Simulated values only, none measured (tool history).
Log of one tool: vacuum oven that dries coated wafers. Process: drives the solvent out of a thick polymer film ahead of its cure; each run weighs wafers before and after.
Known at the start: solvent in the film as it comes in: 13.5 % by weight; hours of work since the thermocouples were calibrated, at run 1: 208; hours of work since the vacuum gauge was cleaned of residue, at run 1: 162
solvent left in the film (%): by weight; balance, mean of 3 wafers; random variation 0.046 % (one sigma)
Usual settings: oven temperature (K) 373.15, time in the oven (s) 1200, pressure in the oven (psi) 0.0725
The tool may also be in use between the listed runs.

| run | day | oven temperature (K) | time in the oven (s) | pressure in the oven (psi) | hours of work since the thermocouples were calibrated | hours of work since the vacuum gauge was cleaned of residue | solvent left in the film (%) |
|---|---|---|---|---|---|---|---|
| 1 | 0.000 | 373.15 | 1200 | 0.0725 | 208 | 162 | 2.23 |
| 2 | 0.417 | 373.15 | 1200 | 0.0725 | 215 | 169 | 2.22 |
| 3 | 1.012 | 373.15 | 1200 | 0.0725 | 226 | 180 | 2.34 |
| 4 | 1.621 | 373.15 | 1200 | 0.0725 | 237 | 191 | 2.25 |
| 5 | 2.258 | 373.15 | 1200 | 0.0725 | 249 | 203 | 2.31 |
| 6 | 2.658 | 373.15 | 1200 | 0.0725 | 256 | 210 | 2.36 |
| 7 | 3.067 | 373.15 | 1200 | 0.0725 | 263 | 217 | 2.16 |
| 8 | 3.558 | 373.15 | 1200 | 0.0725 | 272 | 226 | 2.28 |
| 9 | 4.129 | 373.15 | 1200 | 0.0725 | 283 | 237 | 2.22 |
| 10 | 4.388 | 373.15 | 1200 | 0.1130 | 287 | 241 | 2.41 |
| 11 | 4.904 | 373.15 | 1200 | 0.1130 | 297 | 251 | 2.47 |
| 12 | 5.233 | 373.15 | 1200 | 0.1130 | 303 | 257 | 2.34 |
| 13 | 5.642 | 373.15 | 1200 | 0.0718 | 310 | 264 | 2.25 |
| 14 | 5.950 | 373.15 | 1200 | 0.0718 | 316 | 270 | 2.15 |
| 15 | 6.229 | 373.15 | 1200 | 0.0718 | 321 | 275 | 2.33 |
| 16 | 6.758 | 373.15 | 1200 | 0.0718 | 330 | 284 | 2.17 |
| 17 | 7.054 | 373.15 | 1200 | 0.0513 | 336 | 290 | 2.17 |
| 18 | 7.442 | 373.15 | 1200 | 0.0513 | 343 | 297 | 2.19 |
| 19 | 7.767 | 366.15 | 1020 | 0.1381 | 349 | 303 | 4.27 |
| 20 | 8.029 | 386.15 | 1200 | 0.0725 | 353 | 307 | 0.94 |
| 21 | 8.538 | 373.15 | 1200 | 0.0638 | 363 | 317 | 2.22 |
| 22 | 8.896 | 373.15 | 1200 | 0.0638 | 369 | 323 | 2.25 |
| 23 | 9.429 | 373.15 | 1200 | 0.0638 | 379 | 333 | 2.20 |
| 24 | 9.854 | 387.15 | 1260 | 0.1315 | 387 | 341 | 0.97 |
| 25 | 10.275 | 386.15 | 1200 | 0.0725 | 394 | 348 | 0.92 |
| 26 | 10.862 | 373.15 | 1260 | 0.0725 | 405 | 359 | 2.10 |
| 27 | 11.458 | 373.15 | 1260 | 0.0725 | 416 | 370 | 2.16 |
| 28 | 11.925 | 373.15 | 1260 | 0.0725 | 424 | 378 | 2.09 |
| 29 | 12.283 | 373.15 | 660 | 0.0725 | 431 | 385 | 4.39 |
| 30 | 12.896 | 373.15 | 1620 | 0.1593 | 442 | 396 | 1.78 |
| 31 | 13.479 | 373.15 | 1620 | 0.1593 | 453 | 406 | 1.92 |
| 32 | 13.896 | 362.15 | 1620 | 0.1593 | 460 | 414 | 3.36 |
| 33 | 14.192 | 362.15 | 1620 | 0.1593 | 465 | 419 | 3.45 |
| 34 | 14.521 | 373.15 | 780 | 0.0371 | 471 | 425 | 3.63 |
| 35 | 14.975 | 373.15 | 780 | 0.0371 | 480 | 434 | 3.73 |
| 36 | 15.329 | 373.15 | 780 | 0.0371 | 486 | 440 | 3.70 |

Hidden state or all else? Some run-to-run changes of solvent left in the film (%), split into what the settings, what came in and random variation would give without the hidden state, and what is left for the hidden state (with any gauge scatter that isn't in both results):
The hidden state here: true wafer temperature over the reading, C; true pressure over the reading, kPa; drift of the gauge itself on solvent_pct, %.
Run 19 -> 20: oven temperature (K) 366.15 -> 386.15, time in the oven (s) 1020 -> 1200, pressure in the oven (psi) 0.1381 -> 0.0725. solvent left in the film (%) -3.33: hidden state +0.06, all else -3.39.
Run 20 -> 21: oven temperature (K) 386.15 -> 373.15, pressure in the oven (psi) 0.0725 -> 0.0638. solvent left in the film (%) +1.28: hidden state -0.04, all else +1.32.
Run 28 -> 29: time in the oven (s) 1260 -> 660. solvent left in the film (%) +2.30: hidden state -0.04, all else +2.34.
Run 29 -> 30: time in the oven (s) 660 -> 1620, pressure in the oven (psi) 0.0725 -> 0.1593. solvent left in the film (%) -2.61: hidden state +0.06, all else -2.67.
